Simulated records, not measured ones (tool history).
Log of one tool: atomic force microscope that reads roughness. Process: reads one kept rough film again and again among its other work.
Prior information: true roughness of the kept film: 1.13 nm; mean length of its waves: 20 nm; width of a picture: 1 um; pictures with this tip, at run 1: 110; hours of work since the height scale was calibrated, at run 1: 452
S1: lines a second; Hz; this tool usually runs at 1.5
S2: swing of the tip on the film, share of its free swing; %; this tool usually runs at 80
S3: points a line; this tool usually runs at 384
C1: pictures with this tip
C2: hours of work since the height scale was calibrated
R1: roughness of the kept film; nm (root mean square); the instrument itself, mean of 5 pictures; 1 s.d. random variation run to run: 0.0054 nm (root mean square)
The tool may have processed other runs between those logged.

run   hour   S1  S2   S3   C1   C2     R1
  1      0  1.5  80  384  110  452  0.897
  2   36.9  1.5  75  384  148  476  0.928
  3   59.7  1.5  80  402  172  490    0.9
      93.6  -- new tip fitted
  4  105.5  1.5  80  260   12  519  0.889
  5  142.5  1.5  80  384   50  543  0.891
  6  183.8  1.5  80  384   92  570  0.898
  7  227.9  1.5  80  384  137  598  0.893
  8    270  1.5  80  384  181  625  0.893
  9  291.3  1.5  80  384  202  639    0.9
     297.9  -- new tip fitted
 10  327.4  1.5  80  384   30  662  0.906
 11  364.5  1.5  80  384   68  685  0.892
 12  393.2  1.5  80  532   97  704    0.9
 13  421.6  1.5  58  381  126  722  0.986
 14  450.7  1.6  71  789  156  741  0.958
 15  476.9  1.5  55  384  183  758  0.994

3 options for the next run, each taken on its own from the tool as it stands now. Forecast them:
     503.2  -- new tip fitted
  A  504.7   1.5  75  293   2  775   ?
     503.2  -- new tip fitted
  B  504.7  1.58  72  276   2  775   ?
     503.2  -- new tip fitted
  C  504.7  0.52  60  294   2  775   ?

run     R1
  A  0.922
  B  0.916
  C   1.01
What these runs would have given with no unlogged condition in the tool:
run     R1
  A  0.922
  B  0.916
  C   1.01
